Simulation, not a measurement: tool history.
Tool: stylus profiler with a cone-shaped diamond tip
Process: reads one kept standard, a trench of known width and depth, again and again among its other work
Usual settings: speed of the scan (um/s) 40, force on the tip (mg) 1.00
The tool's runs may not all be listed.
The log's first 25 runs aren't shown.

| run | hour | speed of the scan (um/s) | force on the tip (mg) | depth of the trench (Å) | width of the trench's floor (nm) |
|---|---|---|---|---|---|
| 26 | 718.0 | 84 | 0.55 | 10014.5 | 15020 |
| 27 | 743.8 | 123 | 2.08 | 10059.1 | 15180 |
| 28 | 776.1 | 17 | 1.20 | 10036.3 | 15570 |
| 29 | 809.7 | 17 | 1.20 | 10029.8 | 15540 |
| 30 | 837.5 | 12 | 1.00 | 10027.2 | 15590 |
| 31 | 855.8 | 40 | 0.60 | 10014.0 | 15310 |
| 32 | 872.2 | 40 | 0.60 | 10013.8 | 15330 |
| 33 | 905.4 | 11 | 0.49 | 10011.5 | 15490 |
| 34 | 937.5 | 14 | 2.04 | 10051.6 | 15520 |
| 35 | 972.9 | 14 | 2.04 | 10051.7 | 15420 |
| 36 | 994.6 | 106 | 1.89 | 10046.4 | 15080 |
| 37 | 1023.9 | 97 | 0.90 | 10019.3 | 14910 |
| 38 | 1050.4 | 12 | 1.00 | 10025.4 | 15420 |
| 39 | 1068.2 | 12 | 1.00 | 10022.4 | 15440 |
| 40 | 1102.3 | 60 | 0.55 | 10010.1 | 14940 |
| 41 | 1137.8 | 29 | 0.98 | 10025.4 | 15240 |
| 42 | 1168.3 | 29 | 0.57 | 10006.7 | 15200 |
| 43 | 1186.2 | 29 | 0.57 | 10008.8 | 15120 |
| 44 | 1208.1 | 29 | 0.57 | 10006.5 | 15180 |
| 45 | 1239.3 | 29 | 1.00 | 10020.1 | 15200 |

Forecast each of these 4 alternatives for the next run:
| A | 1270.2 | 15 | 2.24 | ? | ? |
| B | 1270.2 | 40 | 0.36 | ? | ? |
| C | 1270.2 | 103 | 1.00 | ? | ? |
| D | 1270.2 | 14 | 0.64 | ? | ? |

| run | depth of the trench (Å) | width of the trench's floor (nm) |
|---|---|---|
| A | 10055.9 | 15220 |
| B | 9999.0 | 14990 |
| C | 10020.1 | 14740 |
| D | 10007.9 | 15260 |
Without the tool's hidden state the same runs would have given:
| run | depth of the trench (Å) | width of the trench's floor (nm) |
|---|---|---|
| A | 10078.8 | 16420 |
| B | 10021.7 | 16180 |
| C | 10042.9 | 15940 |
| D | 10030.6 | 16460 |
